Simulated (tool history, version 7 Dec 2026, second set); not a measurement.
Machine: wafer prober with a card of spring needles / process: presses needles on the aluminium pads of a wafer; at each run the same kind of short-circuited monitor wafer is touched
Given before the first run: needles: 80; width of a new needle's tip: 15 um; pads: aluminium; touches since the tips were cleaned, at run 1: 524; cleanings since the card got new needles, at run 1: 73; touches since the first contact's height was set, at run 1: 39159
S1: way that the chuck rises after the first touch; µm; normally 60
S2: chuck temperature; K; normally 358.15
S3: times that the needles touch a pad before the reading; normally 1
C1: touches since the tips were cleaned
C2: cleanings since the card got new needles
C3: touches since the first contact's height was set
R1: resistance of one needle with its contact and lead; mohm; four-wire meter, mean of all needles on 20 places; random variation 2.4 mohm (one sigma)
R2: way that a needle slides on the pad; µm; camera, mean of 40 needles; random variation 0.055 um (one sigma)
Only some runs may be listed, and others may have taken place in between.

run 1 hour=0.0 | S1=60 S2=358.15 S3=1 | C1=524 C2=73 C3=39159 | R1=281 R2=16.21
-- hour=5.5 tips cleaned on abrasive film
-- hour=12.2 tips cleaned on abrasive film
-- hour=19.0 tips cleaned on abrasive film
run 2 hour=22.1 | S1=60 S2=358.15 S3=1 | C1=1558 C2=76 C3=50138 | R1=295 R2=16.05
-- hour=24.9 tips cleaned on abrasive film
-- hour=30.4 tips cleaned on abrasive film
-- hour=37.1 tips cleaned on abrasive film
run 3 hour=42.3 | S1=60 S2=358.15 S3=1 | C1=2609 C2=79 C3=60114 | R1=304 R2=16.12
-- hour=43.7 tips cleaned on abrasive film
-- hour=50.6 tips cleaned on abrasive film
-- hour=57.4 tips cleaned on abrasive film
-- hour=64.3 tips cleaned on abrasive film
-- hour=70.0 tips cleaned on abrasive film
run 4 hour=70.0 | S1=60 S2=358.15 S3=1 | C1=0 C2=84 C3=73817 | R1=270 R2=15.96
-- hour=76.9 tips cleaned on abrasive film
-- hour=82.3 tips cleaned on abrasive film
-- hour=89.2 tips cleaned on abrasive film
run 5 hour=93.8 | S1=60 S2=358.15 S3=1 | C1=2320 C2=87 C3=85609 | R1=304 R2=15.99
-- hour=95.3 tips cleaned on abrasive film
-- hour=102.1 tips cleaned on abrasive film
-- hour=107.6 tips cleaned on abrasive film
-- hour=113.2 tips cleaned on abrasive film
run 6 hour=113.2 | S1=60 S2=358.15 S3=1 | C1=0 C2=91 C3=95165 | R1=271 R2=15.99
-- hour=119.9 tips cleaned on abrasive film
-- hour=121.5 height of the first contact set anew
-- hour=127.0 tips cleaned on abrasive film
-- hour=133.9 tips cleaned on abrasive film
run 7 hour=136.7 | S1=60 S2=304.15 S3=1 | C1=1421 C2=94 C3=7521 | R1=279 R2=15.62
-- hour=139.5 tips cleaned on abrasive film
-- hour=146.2 tips cleaned on abrasive film
run 8 hour=150.1 | S1=60 S2=358.15 S3=2 | C1=1940 C2=96 C3=14136 | R1=289 R2=15.70
-- hour=152.9 tips cleaned on abrasive film
-- hour=159.5 tips cleaned on abrasive film
-- hour=166.2 tips cleaned on abrasive film
-- hour=171.8 tips cleaned on abrasive film
run 9 hour=171.8 | S1=60 S2=358.15 S3=2 | C1=0 C2=100 C3=24847 | R1=272 R2=15.62
-- hour=178.6 tips cleaned on abrasive film
run 10 hour=183.5 | S1=60 S2=358.15 S3=1 | C1=2492 C2=101 C3=30710 | R1=309 R2=15.60
-- hour=185.0 tips cleaned on abrasive film
-- hour=190.5 tips cleaned on abrasive film
-- hour=197.2 tips cleaned on abrasive film
-- hour=200.2 height of the first contact set anew, once more
-- hour=204.3 tips cleaned on abrasive film
-- hour=211.1 tips cleaned on abrasive film
run 11 hour=211.2 | S1=60 S2=358.15 S3=1 | C1=25 C2=106 C3=5429 | R1=273 R2=16.29
-- hour=217.9 tips cleaned on abrasive film
-- hour=224.6 tips cleaned on abrasive film
run 12 hour=225.8 | S1=60 S2=358.15 S3=1 | C1=592 C2=108 C3=12645 | R1=281 R2=16.38
-- hour=231.2 tips cleaned on abrasive film
-- hour=238.1 tips cleaned on abrasive film
run 13 hour=240.9 | S1=43 S2=390.15 S3=2 | C1=1410 C2=110 C3=20155 | R1=310 R2=11.65
-- hour=243.7 tips cleaned on abrasive film
-- hour=250.5 tips cleaned on abrasive film
run 14 hour=252.9 | S1=77 S2=358.15 S3=2 | C1=1191 C2=112 C3=26089 | R1=276 R2=20.92
-- hour=257.0 tips cleaned on abrasive film
-- hour=263.9 tips cleaned on abrasive film
-- hour=270.7 tips cleaned on abrasive film
run 15 hour=274.8 | S1=56 S2=398.15 S3=2 | C1=2049 C2=115 C3=36940 | R1=302 R2=15.09
-- hour=277.4 tips cleaned on abrasive film
-- hour=282.9 tips cleaned on abrasive film
-- hour=289.1 tips cleaned on abrasive film
run 16 hour=289.1 | S1=41 S2=373.15 S3=2 | C1=0 C2=118 C3=43975 | R1=290 R2=11.04
-- hour=295.6 tips cleaned on abrasive film
-- hour=302.4 tips cleaned on abrasive film
run 17 hour=305.2 | S1=41 S2=373.15 S3=2 | C1=1402 C2=120 C3=51993 | R1=313 R2=10.96
-- hour=308.0 tips cleaned on abrasive film
-- hour=313.5 tips cleaned on abrasive film
run 18 hour=318.2 | S1=77 S2=350.15 S3=2 | C1=2325 C2=122 C3=58390 | R1=279 R2=20.73
-- hour=319.6 tips cleaned on abrasive film
-- hour=325.1 tips cleaned on abrasive film
-- hour=331.9 tips cleaned on abrasive film
run 19 hour=336.6 | S1=77 S2=350.15 S3=2 | C1=2321 C2=125 C3=67488 | R1=280 R2=20.71

Estimate the outcome of run 20 from the log above:
-- hour=338.0 tips cleaned on abrasive film
-- hour=344.8 tips cleaned on abrasive film
-- hour=351.7 tips cleaned on abrasive film
-- hour=358.2 tips cleaned on abrasive film
run 20 hour=358.2 | S1=77 S2=350.15 S3=2 | C1=0 C2=129 C3=78160 | R1=? R2=?

Run 20 measured R1 264 mohm, R2 20.67 µm.
Minus the tool's unlogged condition, the same run would have read R1 261 mohm, R2 21.07 µm.
